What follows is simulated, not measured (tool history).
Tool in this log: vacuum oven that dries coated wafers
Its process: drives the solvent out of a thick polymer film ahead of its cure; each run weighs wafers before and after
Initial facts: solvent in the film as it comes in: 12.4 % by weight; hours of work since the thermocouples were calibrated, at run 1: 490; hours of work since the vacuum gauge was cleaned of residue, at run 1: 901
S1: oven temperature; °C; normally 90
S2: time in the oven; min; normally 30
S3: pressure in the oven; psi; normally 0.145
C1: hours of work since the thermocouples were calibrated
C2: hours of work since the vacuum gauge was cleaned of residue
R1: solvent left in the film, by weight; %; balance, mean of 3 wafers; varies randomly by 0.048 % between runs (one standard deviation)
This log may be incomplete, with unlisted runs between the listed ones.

run	hour	S1	S2	S3	C1	C2	R1
1	0.0	90	30	0.145	490	901	2.46
2	64.6	90	30	0.145	539	950	2.53
3	111.8	90	30	0.145	575	986	2.50
4	155.9	90	30	0.145	608	1019	2.55
5	198.5	90	52	0.145	641	1052	1.46
6	255.4	90	52	0.145	684	1095	1.44
7	303.2	90	30	0.145	721	1132	2.58
# hour 342.1: oven's thermocouples calibrated
8	342.9	90	30	0.145	1	1160	2.46
9	407.1	90	30	0.073	50	1209	2.12
10	473.6	90	30	0.073	100	1260	2.17
11	514.6	90	30	0.073	131	1291	2.11
12	552.9	89	48	0.245	161	1320	2.15
13	617.3	90	48	0.360	210	1369	2.46
14	663.1	101	50	0.360	245	1404	1.59
# hour 715.8: oven's thermocouples calibrated, once more
15	726.0	80	28	0.518	8	1451	7.06
16	784.9	94	30	0.387	53	1495	3.34
17	836.1	94	30	0.387	92	1534	3.23
18	875.9	94	30	0.387	122	1565	3.31
19	938.2	84	30	0.387	169	1612	5.24
20	991.0	84	30	0.387	210	1652	5.17

Forecast each of these 3 alternatives for the next run:
A	1018.7	98	30	0.138	231	1674	?
B	1018.7	77	45	0.387	231	1674	?
C	1018.7	90	45	0.374	231	1674	?

run	R1
A	1.76
B	5.84
C	3.16
Take away the tool's hidden state, keep each run's random variation, and the runs would have read:
run	R1
A	1.37
B	5.07
C	2.62
